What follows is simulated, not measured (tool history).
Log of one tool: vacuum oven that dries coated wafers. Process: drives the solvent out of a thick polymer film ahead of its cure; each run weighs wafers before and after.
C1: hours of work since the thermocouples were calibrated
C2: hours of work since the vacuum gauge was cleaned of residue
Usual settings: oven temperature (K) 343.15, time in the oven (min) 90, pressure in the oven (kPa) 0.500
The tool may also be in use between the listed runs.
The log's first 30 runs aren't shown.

run 31 hour=2442.6 | oven_temperature_(K)=355.15 time_in_the_oven_(min)=84 pressure_in_the_oven_(kPa)=0.500 | C1=1116 C2=1607 | solvent_left_in_the_film_(%)=0.29
run 32 hour=2520.3 | oven_temperature_(K)=334.15 time_in_the_oven_(min)=90 pressure_in_the_oven_(kPa)=0.398 | C1=1165 C2=1656 | solvent_left_in_the_film_(%)=3.47
run 33 hour=2580.4 | oven_temperature_(K)=331.15 time_in_the_oven_(min)=133 pressure_in_the_oven_(kPa)=0.500 | C1=1203 C2=1694 | solvent_left_in_the_film_(%)=2.95
run 34 hour=2641.7 | oven_temperature_(K)=343.15 time_in_the_oven_(min)=51 pressure_in_the_oven_(kPa)=0.728 | C1=1242 C2=1733 | solvent_left_in_the_film_(%)=2.88
run 35 hour=2726.5 | oven_temperature_(K)=332.15 time_in_the_oven_(min)=53 pressure_in_the_oven_(kPa)=1.661 | C1=1296 C2=1787 | solvent_left_in_the_film_(%)=7.30
run 36 hour=2808.3 | oven_temperature_(K)=334.15 time_in_the_oven_(min)=59 pressure_in_the_oven_(kPa)=0.383 | C1=1348 C2=1839 | solvent_left_in_the_film_(%)=5.56
run 37 hour=2916.4 | oven_temperature_(K)=334.15 time_in_the_oven_(min)=59 pressure_in_the_oven_(kPa)=0.383 | C1=1416 C2=1907 | solvent_left_in_the_film_(%)=5.54
run 38 hour=3003.5 | oven_temperature_(K)=334.15 time_in_the_oven_(min)=59 pressure_in_the_oven_(kPa)=0.383 | C1=1472 C2=1962 | solvent_left_in_the_film_(%)=5.69
run 39 hour=3076.0 | oven_temperature_(K)=350.15 time_in_the_oven_(min)=154 pressure_in_the_oven_(kPa)=0.364 | C1=1518 C2=2008 | solvent_left_in_the_film_(%)=0.30
run 40 hour=3134.1 | oven_temperature_(K)=350.15 time_in_the_oven_(min)=154 pressure_in_the_oven_(kPa)=0.364 | C1=1554 C2=2045 | solvent_left_in_the_film_(%)=0.26
run 41 hour=3257.0 | oven_temperature_(K)=350.15 time_in_the_oven_(min)=154 pressure_in_the_oven_(kPa)=0.364 | C1=1632 C2=2123 | solvent_left_in_the_film_(%)=0.32
-- hour=3284.3 oven's thermocouples calibrated
run 42 hour=3378.0 | oven_temperature_(K)=333.15 time_in_the_oven_(min)=90 pressure_in_the_oven_(kPa)=1.001 | C1=59 C2=2199 | solvent_left_in_the_film_(%)=3.83
run 43 hour=3469.8 | oven_temperature_(K)=333.15 time_in_the_oven_(min)=90 pressure_in_the_oven_(kPa)=1.001 | C1=118 C2=2257 | solvent_left_in_the_film_(%)=3.89
run 44 hour=3558.6 | oven_temperature_(K)=329.15 time_in_the_oven_(min)=141 pressure_in_the_oven_(kPa)=0.363 | C1=174 C2=2313 | solvent_left_in_the_film_(%)=3.11
run 45 hour=3644.8 | oven_temperature_(K)=335.15 time_in_the_oven_(min)=90 pressure_in_the_oven_(kPa)=0.500 | C1=229 C2=2368 | solvent_left_in_the_film_(%)=2.93
run 46 hour=3764.1 | oven_temperature_(K)=335.15 time_in_the_oven_(min)=90 pressure_in_the_oven_(kPa)=0.785 | C1=304 C2=2443 | solvent_left_in_the_film_(%)=3.18
run 47 hour=3858.2 | oven_temperature_(K)=335.15 time_in_the_oven_(min)=90 pressure_in_the_oven_(kPa)=0.785 | C1=364 C2=2503 | solvent_left_in_the_film_(%)=3.26
run 48 hour=3936.2 | oven_temperature_(K)=330.15 time_in_the_oven_(min)=52 pressure_in_the_oven_(kPa)=0.273 | C1=413 C2=2553 | solvent_left_in_the_film_(%)=7.39

Forecast each of these 3 alternatives for the next run:
run A hour=4059.9 | oven_temperature_(K)=332.15 time_in_the_oven_(min)=107 pressure_in_the_oven_(kPa)=0.976 | C1=492 C2=2631 | solvent_left_in_the_film_(%)=?
run B hour=4059.9 | oven_temperature_(K)=337.15 time_in_the_oven_(min)=90 pressure_in_the_oven_(kPa)=0.669 | C1=492 C2=2631 | solvent_left_in_the_film_(%)=?
run C hour=4059.9 | oven_temperature_(K)=333.15 time_in_the_oven_(min)=67 pressure_in_the_oven_(kPa)=0.689 | C1=492 C2=2631 | solvent_left_in_the_film_(%)=?

run=A solvent_left_in_the_film_(%)=3.86
run=B solvent_left_in_the_film_(%)=2.57
run=C solvent_left_in_the_film_(%)=5.57
Without the tool's hidden state the same runs would have given:
run=A solvent_left_in_the_film_(%)=3.18
run=B solvent_left_in_the_film_(%)=2.01
run=C solvent_left_in_the_film_(%)=4.93
